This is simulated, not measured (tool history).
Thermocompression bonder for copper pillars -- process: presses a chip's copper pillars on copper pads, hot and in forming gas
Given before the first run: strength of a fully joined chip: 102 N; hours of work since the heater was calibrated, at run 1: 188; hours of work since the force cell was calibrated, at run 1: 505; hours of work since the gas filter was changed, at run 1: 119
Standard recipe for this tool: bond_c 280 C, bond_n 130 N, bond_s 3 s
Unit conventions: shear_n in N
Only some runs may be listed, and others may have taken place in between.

run	hour	bond_c	bond_n	bond_s	hours of work since the heater was calibrated	hours of work since the force cell was calibrated	hours of work since the gas filter was changed	shear_n
1	0.0	280	130	3	188	505	119	52.5
2	76.4	280	130	3	237	554	168	50.6
3	140.7	280	130	3	278	595	209	52.2
4	210.4	280	130	3	323	639	254	52.2
# hour 245.5: forming gas filter changed
5	253.7	280	130	3	350	667	5	52.4
6	305.2	280	130	3	383	700	38	52.4
7	340.9	280	130	3	406	723	61	52.7
8	428.0	280	130	6	461	778	117	63.3
9	488.9	280	130	6	500	817	156	64.6
10	533.0	280	130	2	529	846	184	45.5
11	586.7	280	130	3	563	880	218	51.6
12	643.1	272	130	3	599	916	255	46.8
# hour 678.4: forming gas filter changed
13	700.3	272	130	3	636	952	14	45.8
14	751.1	280	130	3	668	985	47	52.7
15	828.3	280	130	3	717	1034	96	52.3
16	909.0	280	130	3	769	1086	148	51.4
# hour 988.2: force cell calibrated
17	991.6	280	130	3	821	2	200	51.2
18	1052.2	280	130	3	860	41	238	51.7
19	1094.8	280	130	3	887	68	266	51.7
# hour 1111.0: forming gas filter changed
20	1146.7	251	130	2	920	101	23	28.4
21	1219.6	251	130	2	967	148	70	28.0
22	1290.1	251	130	2	1012	193	115	27.8
23	1366.1	278	130	3	1061	242	163	50.1
24	1430.5	278	130	3	1102	283	205	49.0
25	1500.3	289	130	3	1146	328	249	57.1
# hour 1545.5: forming gas filter changed
26	1586.2	280	130	2	1201	382	26	45.0
27	1642.3	280	130	7	1237	418	62	66.3
# hour 1705.0: heater calibrated with a thermocouple chip
28	1714.6	291	183	4	6	463	107	76.8
29	1786.1	291	183	4	52	509	153	79.7
30	1866.5	291	106	5	103	560	204	61.0
31	1915.3	251	160	5	135	592	236	49.2
32	1973.8	255	128	3	172	629	273	35.1
# hour 1978.6: forming gas filter changed
33	2022.0	255	128	3	203	660	28	34.9
34	2075.2	255	128	3	237	694	62	34.3
35	2124.7	308	124	3	268	725	94	67.6
36	2196.1	308	124	3	314	771	139	68.2
37	2246.3	309	93	5	346	803	171	66.6
38	2286.2	280	83	9	372	829	197	53.7

Branching from run 38: 5 alternative next runs. What would each branch give?
A	2362.4	280	83	2	421	878	246	?
B	2362.4	310	166	3	421	878	246	?
C	2362.4	261	130	4	421	878	246	?
D	2362.4	305	156	9	421	878	246	?
E	2362.4	276	81	4	421	878	246	?

run	shear_n
A	30.4
B	81.4
C	43.5
D	90.4
E	37.0
What these runs would have given with no unlogged condition in the tool:
run	shear_n
A	30.6
B	81.8
C	43.8
D	90.8
E	37.3
